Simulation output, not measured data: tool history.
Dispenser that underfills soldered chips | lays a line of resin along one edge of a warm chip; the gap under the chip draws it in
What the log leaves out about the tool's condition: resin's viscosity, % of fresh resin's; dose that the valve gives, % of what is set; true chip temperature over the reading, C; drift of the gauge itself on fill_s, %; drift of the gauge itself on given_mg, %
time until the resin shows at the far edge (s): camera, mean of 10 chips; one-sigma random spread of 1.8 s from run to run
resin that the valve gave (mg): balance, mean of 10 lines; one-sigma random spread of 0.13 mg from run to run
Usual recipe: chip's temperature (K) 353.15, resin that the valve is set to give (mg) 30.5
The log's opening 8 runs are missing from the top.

run	hour	chip's temperature (K)	resin that the valve is set to give (mg)	hours of work since the syringe was changed	hours of work since the valve was cleaned	hours of work since the stage was calibrated	time until the resin shows at the far edge (s)	resin that the valve gave (mg)
9	44.3	352.15	30.5	7	27	82	316.5	29.69
# hour 46.4: new syringe of resin
10	50.9	352.15	30.5	3	32	86	247.0	29.51
# hour 57.9: new syringe of resin
11	58.0	343.15	30.5	0	37	91	247.1	29.55
12	63.3	353.15	30.5	4	41	95	251.2	29.29
# hour 69.2: new syringe of resin
13	69.9	353.15	30.5	1	46	100	181.7	29.20
14	74.9	353.15	30.5	4	49	104	254.5	28.98
15	78.8	353.15	30.5	7	52	106	320.8	29.06
# hour 80.7: new syringe of resin
16	84.1	353.15	30.5	2	56	110	222.3	28.77
17	89.7	353.15	30.5	7	60	114	311.6	28.95
# hour 92.0: new syringe of resin
18	95.4	353.15	30.5	3	64	118	215.8	28.73
19	101.2	353.15	30.5	7	68	123	311.1	28.66
# hour 103.4: new syringe of resin
20	107.1	346.15	32.7	3	73	127	273.9	30.70
21	110.2	346.15	32.7	5	75	129	329.7	30.45
# hour 114.7: new syringe of resin
22	116.5	355.15	28.9	1	79	134	188.8	26.64
23	121.8	359.15	34.7	5	83	137	227.6	31.99
# hour 126.2: new syringe of resin
24	129.7	359.15	37.4	3	89	143	181.9	34.35
25	134.6	359.15	37.4	6	93	147	251.4	33.97
# hour 137.5: new syringe of resin
26	142.3	350.15	37.2	4	98	152	261.4	33.64
27	146.6	355.15	31.8	7	101	155	293.3	28.96
# hour 148.9: new syringe of resin
28	151.9	341.15	30.1	2	105	159	327.7	27.08
# hour 158.7: dispensing valve cleaned and set on the balance
29	158.9	356.15	35.2	7	0	164	281.9	35.33
# hour 161.3: new syringe of resin
30	165.9	356.15	35.2	3	5	168	217.1	34.95
# hour 172.8: new syringe of resin
31	173.8	338.15	32.0	1	11	174	306.5	31.86

For run 32, what comes out?
32	179.2	338.15	32.0	5	15	178	?	?

For run 32 the tool returned time until the resin shows at the far edge (s) 416.6, resin that the valve gave (mg) 31.66.
Minus the tool's unlogged condition, the same run would have read time until the resin shows at the far edge (s) 266.7, resin that the valve gave (mg) 32.02.
